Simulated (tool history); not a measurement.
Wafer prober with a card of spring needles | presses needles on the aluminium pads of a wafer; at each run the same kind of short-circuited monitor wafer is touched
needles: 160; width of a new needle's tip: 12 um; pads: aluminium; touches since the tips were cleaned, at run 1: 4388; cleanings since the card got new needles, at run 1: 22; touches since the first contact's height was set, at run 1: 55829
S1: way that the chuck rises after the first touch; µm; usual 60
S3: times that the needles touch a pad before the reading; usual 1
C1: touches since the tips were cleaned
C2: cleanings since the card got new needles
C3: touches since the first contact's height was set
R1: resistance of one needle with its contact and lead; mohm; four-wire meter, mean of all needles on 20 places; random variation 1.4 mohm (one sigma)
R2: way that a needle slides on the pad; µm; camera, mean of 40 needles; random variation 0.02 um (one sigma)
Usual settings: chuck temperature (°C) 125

run 1 hour=0 | S1=60 chuck_temperature_(°C)=125 S3=1 | C1=4388 C2=22 C3=55829 | R1=181 R2=15.37
-- hour=11.8 tips cleaned on abrasive film
run 2 hour=19.1 | S1=60 chuck_temperature_(°C)=125 S3=1 | C1=2784 C2=23 C3=63085 | R1=176 R2=15.36
run 3 hour=27.7 | S1=60 chuck_temperature_(°C)=45 S3=1 | C1=6047 C2=23 C3=66348 | R1=183 R2=15.36
-- hour=34.7 tips cleaned on abrasive film
run 4 hour=44.8 | S1=60 chuck_temperature_(°C)=125 S3=2 | C1=3855 C2=24 C3=72843 | R1=157 R2=15.35
run 5 hour=54.4 | S1=60 chuck_temperature_(°C)=125 S3=2 | C1=7520 C2=24 C3=76508 | R1=160 R2=15.32
-- hour=58 tips cleaned on abrasive film
run 6 hour=72.1 | S1=60 chuck_temperature_(°C)=125 S3=2 | C1=5400 C2=25 C3=83225 | R1=161 R2=15.34
-- hour=80.9 tips cleaned on abrasive film
run 7 hour=88.1 | S1=60 chuck_temperature_(°C)=125 S3=2 | C1=2726 C2=26 C3=89273 | R1=156 R2=15.26
run 8 hour=99.5 | S1=60 chuck_temperature_(°C)=125 S3=2 | C1=7100 C2=26 C3=93647 | R1=163 R2=15.31
-- hour=105.1 tips cleaned on abrasive film
run 9 hour=108.1 | S1=60 chuck_temperature_(°C)=125 S3=2 | C1=1129 C2=27 C3=96865 | R1=141 R2=15.31
run 10 hour=127 | S1=44 chuck_temperature_(°C)=125 S3=2 | C1=8346 C2=27 C3=104082 | R1=196 R2=11.16
-- hour=129 tips cleaned on abrasive film
run 11 hour=138 | S1=44 chuck_temperature_(°C)=125 S3=2 | C1=3432 C2=28 C3=108249 | R1=187 R2=11.15
-- hour=151.8 tips cleaned on abrasive film
run 12 hour=153.6 | S1=44 chuck_temperature_(°C)=125 S3=2 | C1=675 C2=29 C3=114165 | R1=155 R2=11.11
run 13 hour=165.7 | S1=60 chuck_temperature_(°C)=125 S3=2 | C1=5273 C2=29 C3=118763 | R1=162 R2=15.23
-- hour=175.5 tips cleaned on abrasive film
run 14 hour=178.9 | S1=60 chuck_temperature_(°C)=125 S3=2 | C1=1315 C2=30 C3=123793 | R1=145 R2=15.22
-- hour=198.7 tips cleaned on abrasive film
run 15 hour=199.3 | S1=60 chuck_temperature_(°C)=125 S3=2 | C1=218 C2=31 C3=131522 | R1=134 R2=15.21
run 16 hour=213.9 | S1=60 chuck_temperature_(°C)=125 S3=2 | C1=5788 C2=31 C3=137092 | R1=162 R2=15.18
-- hour=222.5 tips cleaned on abrasive film
run 17 hour=230.1 | S1=60 chuck_temperature_(°C)=125 S3=2 | C1=2908 C2=32 C3=143233 | R1=155 R2=15.16

The next listed run, before its measurement:
run 18 hour=238.5 | S1=44 chuck_temperature_(°C)=125 S3=2 | C1=6117 C2=32 C3=146442 | R1=? R2=?

R1: 196 mohm
R2: 11.02 µm
Without the tool's hidden state the same run would have given R1 131 mohm, R2 11.33 µm.
